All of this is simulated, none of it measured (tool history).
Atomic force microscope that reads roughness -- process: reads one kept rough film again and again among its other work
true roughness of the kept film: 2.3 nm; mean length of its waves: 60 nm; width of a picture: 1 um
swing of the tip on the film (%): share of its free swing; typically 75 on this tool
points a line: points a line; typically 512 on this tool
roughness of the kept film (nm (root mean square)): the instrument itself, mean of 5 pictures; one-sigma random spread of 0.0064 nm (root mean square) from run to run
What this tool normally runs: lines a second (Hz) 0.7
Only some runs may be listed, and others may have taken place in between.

run   hour  lines a second (Hz)  swing of the tip on the film (%)  points a line  roughness of the kept film (nm (root mean square))
  1      0                  0.7                                75            512                                                2.15
      32.9  -- new tip fitted
  2   46.2                1.817                                75            512                                               2.071
  3   90.3                  0.7                                75            885                                               2.184
  4  130.9                  0.7                                75            885                                               2.141
     169.8  -- new tip fitted
  5  175.5                  0.7                                75            885                                               2.209
  6  202.6                  0.7                                75            885                                               2.204
  7  237.7                  0.7                                75            885                                               2.181
  8  264.7                1.204                                57            759                                               2.188
  9  284.3                1.974                                57            529                                               2.147
     305.6  -- new tip fitted
 10  320.9                1.974                                57            529                                               2.215

The next listed run, before its measurement:
 11   355                1.732                                56            464                                                   ?

roughness of the kept film (nm (root mean square)): 2.2
With no hidden state in the tool, this same run would have given roughness of the kept film (nm (root mean square)) 2.187.

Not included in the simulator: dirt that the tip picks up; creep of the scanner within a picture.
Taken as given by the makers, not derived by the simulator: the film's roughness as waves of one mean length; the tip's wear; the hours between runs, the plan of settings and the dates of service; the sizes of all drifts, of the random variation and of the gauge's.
